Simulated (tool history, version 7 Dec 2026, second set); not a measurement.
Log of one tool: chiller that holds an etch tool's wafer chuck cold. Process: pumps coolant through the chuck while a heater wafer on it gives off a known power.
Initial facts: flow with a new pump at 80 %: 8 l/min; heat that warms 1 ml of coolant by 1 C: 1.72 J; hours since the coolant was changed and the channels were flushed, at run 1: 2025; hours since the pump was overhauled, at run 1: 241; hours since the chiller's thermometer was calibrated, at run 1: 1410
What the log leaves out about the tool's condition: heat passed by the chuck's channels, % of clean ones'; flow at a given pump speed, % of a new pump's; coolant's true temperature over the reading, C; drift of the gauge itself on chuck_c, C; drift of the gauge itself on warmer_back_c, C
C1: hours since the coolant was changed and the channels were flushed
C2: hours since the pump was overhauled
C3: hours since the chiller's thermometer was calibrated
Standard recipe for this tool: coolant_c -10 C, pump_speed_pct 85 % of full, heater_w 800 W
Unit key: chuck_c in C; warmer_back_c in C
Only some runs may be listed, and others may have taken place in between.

run 1 hour=0.0 | coolant_c=-10 pump_speed_pct=85 heater_w=800 | C1=2025 C2=241 C3=1410 | chuck_c=-3.9 warmer_back_c=3.27
run 2 hour=27.6 | coolant_c=-10 pump_speed_pct=89 heater_w=800 | C1=2053 C2=269 C3=1438 | chuck_c=-4.0 warmer_back_c=3.17
run 3 hour=89.0 | coolant_c=-10 pump_speed_pct=89 heater_w=800 | C1=2114 C2=330 C3=1499 | chuck_c=-4.3 warmer_back_c=3.18
run 4 hour=129.4 | coolant_c=-10 pump_speed_pct=85 heater_w=492 | C1=2155 C2=371 C3=1540 | chuck_c=-6.0 warmer_back_c=2.02
run 5 hour=184.4 | coolant_c=-10 pump_speed_pct=85 heater_w=700 | C1=2210 C2=426 C3=1595 | chuck_c=-4.7 warmer_back_c=2.89
run 6 hour=232.9 | coolant_c=-10 pump_speed_pct=85 heater_w=700 | C1=2258 C2=474 C3=1643 | chuck_c=-4.5 warmer_back_c=2.84
run 7 hour=295.0 | coolant_c=-10 pump_speed_pct=85 heater_w=700 | C1=2320 C2=536 C3=1705 | chuck_c=-4.6 warmer_back_c=2.95
run 8 hour=346.9 | coolant_c=-10 pump_speed_pct=85 heater_w=700 | C1=2372 C2=588 C3=1757 | chuck_c=-4.5 warmer_back_c=2.91
run 9 hour=408.8 | coolant_c=-10 pump_speed_pct=94 heater_w=700 | C1=2434 C2=650 C3=1819 | chuck_c=-4.8 warmer_back_c=2.63
run 10 hour=444.6 | coolant_c=-10 pump_speed_pct=94 heater_w=700 | C1=2470 C2=686 C3=1855 | chuck_c=-5.0 warmer_back_c=2.62
run 11 hour=496.4 | coolant_c=-10 pump_speed_pct=94 heater_w=700 | C1=2522 C2=738 C3=1907 | chuck_c=-4.9 warmer_back_c=2.61
run 12 hour=555.7 | coolant_c=-10 pump_speed_pct=94 heater_w=700 | C1=2581 C2=797 C3=1966 | chuck_c=-4.9 warmer_back_c=2.64
run 13 hour=614.6 | coolant_c=-8 pump_speed_pct=61 heater_w=700 | C1=2640 C2=856 C3=2025 | chuck_c=-0.6 warmer_back_c=4.02
run 14 hour=655.6 | coolant_c=-10 pump_speed_pct=69 heater_w=752 | C1=2681 C2=897 C3=2066 | chuck_c=-2.9 warmer_back_c=3.81
run 15 hour=695.7 | coolant_c=0 pump_speed_pct=85 heater_w=706 | C1=2721 C2=937 C3=2106 | chuck_c=5.7 warmer_back_c=2.89
run 16 hour=747.3 | coolant_c=-3 pump_speed_pct=85 heater_w=623 | C1=2773 C2=989 C3=2158 | chuck_c=1.9 warmer_back_c=2.57
-- hour=752.9 chiller's thermometer calibrated
run 17 hour=787.8 | coolant_c=-3 pump_speed_pct=85 heater_w=865 | C1=2812 C2=1028 C3=35 | chuck_c=4.2 warmer_back_c=3.57
run 18 hour=836.4 | coolant_c=-9 pump_speed_pct=62 heater_w=570 | C1=2861 C2=1077 C3=84 | chuck_c=-2.9 warmer_back_c=3.20
run 19 hour=872.3 | coolant_c=-9 pump_speed_pct=62 heater_w=570 | C1=2897 C2=1113 C3=119 | chuck_c=-2.8 warmer_back_c=3.20
run 20 hour=921.0 | coolant_c=-9 pump_speed_pct=84 heater_w=480 | C1=2945 C2=1161 C3=168 | chuck_c=-5.0 warmer_back_c=2.01
-- hour=945.7 chiller's thermometer calibrated, once more
run 21 hour=950.6 | coolant_c=-2 pump_speed_pct=70 heater_w=589 | C1=2974 C2=1190 C3=5 | chuck_c=3.6 warmer_back_c=2.93
run 22 hour=977.9 | coolant_c=-17 pump_speed_pct=65 heater_w=678 | C1=3001 C2=1217 C3=32 | chuck_c=-10.2 warmer_back_c=3.64
run 23 hour=1011.0 | coolant_c=-12 pump_speed_pct=65 heater_w=667 | C1=3034 C2=1250 C3=65 | chuck_c=-5.5 warmer_back_c=3.57
run 24 hour=1073.2 | coolant_c=-12 pump_speed_pct=65 heater_w=667 | C1=3097 C2=1313 C3=128 | chuck_c=-5.3 warmer_back_c=3.63

3 options for the next run, each taken on its own from the tool as it stands now. Forecast them:
run A hour=1116.1 | coolant_c=-12 pump_speed_pct=65 heater_w=634 | C1=3139 C2=1356 C3=170 | chuck_c=? warmer_back_c=?
run B hour=1116.1 | coolant_c=-12 pump_speed_pct=63 heater_w=667 | C1=3139 C2=1356 C3=170 | chuck_c=? warmer_back_c=?
run C hour=1116.1 | coolant_c=-11 pump_speed_pct=60 heater_w=662 | C1=3139 C2=1356 C3=170 | chuck_c=? warmer_back_c=?

run=A chuck_c=-5.5 warmer_back_c=3.43
run=B chuck_c=-5.2 warmer_back_c=3.67
run=C chuck_c=-3.8 warmer_back_c=3.86
With the hidden condition removed and each run's random variation left untouched, the same runs would have given:
run=A chuck_c=-6.2 warmer_back_c=3.39
run=B chuck_c=-5.9 warmer_back_c=3.63
run=C chuck_c=-4.6 warmer_back_c=3.82
